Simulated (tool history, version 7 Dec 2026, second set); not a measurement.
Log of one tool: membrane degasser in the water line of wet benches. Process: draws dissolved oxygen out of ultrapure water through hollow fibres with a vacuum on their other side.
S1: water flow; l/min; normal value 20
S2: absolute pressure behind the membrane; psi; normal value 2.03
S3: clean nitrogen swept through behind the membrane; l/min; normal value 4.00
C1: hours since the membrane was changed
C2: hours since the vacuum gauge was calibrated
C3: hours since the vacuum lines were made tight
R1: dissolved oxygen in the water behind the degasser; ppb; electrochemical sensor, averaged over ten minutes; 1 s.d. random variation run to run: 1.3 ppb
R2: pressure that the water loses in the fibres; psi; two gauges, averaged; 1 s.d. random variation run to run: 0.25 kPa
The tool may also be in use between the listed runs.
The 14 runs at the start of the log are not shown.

{"run": 15, "hour": 2040.6, "S1": 20, "S2": 2.03, "S3": 4.0, "C1": 9234, "C2": 2972, "C3": 664, "R1": 137.9, "R2": 10.428}
{"run": 16, "hour": 2149.5, "S1": 20, "S2": 2.03, "S3": 4.0, "C1": 9343, "C2": 3081, "C3": 772, "R1": 137.8, "R2": 10.478}
{"run": 17, "hour": 2268.5, "S1": 20, "S2": 2.03, "S3": 4.0, "C1": 9462, "C2": 3200, "C3": 891, "R1": 136.3, "R2": 10.505}
{"run": 18, "hour": 2353.1, "S1": 20, "S2": 2.03, "S3": 4.0, "C1": 9547, "C2": 3284, "C3": 976, "R1": 136.1, "R2": 10.52}
{"run": 19, "hour": 2541.8, "S1": 20, "S2": 2.03, "S3": 4.0, "C1": 9735, "C2": 3473, "C3": 1165, "R1": 137.9, "R2": 10.557}
{"run": 20, "hour": 2716.6, "S1": 21, "S2": 1.89, "S3": 2.46, "C1": 9910, "C2": 3648, "C3": 1340, "R1": 204.3, "R2": 11.026}
{"run": 21, "hour": 2805.2, "S1": 20, "S2": 1.28, "S3": 4.0, "C1": 9999, "C2": 3736, "C3": 1428, "R1": 76.6, "R2": 10.527}
{"run": 22, "hour": 2933.2, "S1": 14, "S2": 1.8, "S3": 8.0, "C1": 10127, "C2": 3864, "C3": 1556, "R1": 42.6, "R2": 7.39}
{"run": 23, "hour": 3060.7, "S1": 20, "S2": 2.32, "S3": 7.49, "C1": 10254, "C2": 3992, "C3": 1684, "R1": 89.5, "R2": 10.533}
{"run": 24, "hour": 3203.2, "S1": 28, "S2": 1.57, "S3": 6.3, "C1": 10397, "C2": 4134, "C3": 1826, "R1": 110.5, "R2": 14.877}
{"run": 25, "hour": 3349.7, "S1": 28, "S2": 1.57, "S3": 6.3, "C1": 10543, "C2": 4281, "C3": 1973, "R1": 110.1, "R2": 14.846}
{"hour": 3421.1, "done": "membrane cartridge changed"}
{"run": 26, "hour": 3504.0, "S1": 13, "S2": 2.29, "S3": 6.3, "C1": 83, "C2": 4431, "C3": 2123, "R1": 67.3, "R2": 6.298}
{"run": 27, "hour": 3681.0, "S1": 13, "S2": 2.31, "S3": 7.78, "C1": 260, "C2": 4608, "C3": 2300, "R1": 56.4, "R2": 6.296}
{"run": 28, "hour": 3849.2, "S1": 32, "S2": 2.03, "S3": 4.0, "C1": 428, "C2": 4776, "C3": 2468, "R1": 232.5, "R2": 15.519}
{"run": 29, "hour": 3959.4, "S1": 32, "S2": 3.9, "S3": 4.12, "C1": 538, "C2": 4887, "C3": 2578, "R1": 457.1, "R2": 15.365}
{"run": 30, "hour": 4134.7, "S1": 30, "S2": 2.18, "S3": 8.66, "C1": 714, "C2": 5062, "C3": 2754, "R1": 122.5, "R2": 14.491}
{"run": 31, "hour": 4287.2, "S1": 20, "S2": 2.03, "S3": 4.17, "C1": 866, "C2": 5214, "C3": 2906, "R1": 132.4, "R2": 9.748}
{"run": 32, "hour": 4403.2, "S1": 18, "S2": 1.64, "S3": 10.47, "C1": 982, "C2": 5330, "C3": 3022, "R1": 37.9, "R2": 8.772}

Below are 3 alternative next runs, each starting from the tool's condition after run 32. Predict each:
{"run": "A", "hour": 4580.2, "S1": 14, "S2": 3.8, "S3": 2.58, "C1": 1159, "C2": 5507, "C3": 3199, "R1": "?", "R2": "?"}
{"run": "B", "hour": 4580.2, "S1": 13, "S2": 1.64, "S3": 2.17, "C1": 1159, "C2": 5507, "C3": 3199, "R1": "?", "R2": "?"}
{"run": "C", "hour": 4580.2, "S1": 18, "S2": 4.16, "S3": 4.69, "C1": 1159, "C2": 5507, "C3": 3199, "R1": "?", "R2": "?"}

run=A R1=305.4 R2=6.830
run=B R1=126.8 R2=6.295
run=C R1=241.2 R2=8.749
Without the tool's hidden state the same runs would have given:
run=A R1=293.9 R2=6.760
run=B R1=118.1 R2=6.229
run=C R1=233.4 R2=8.660
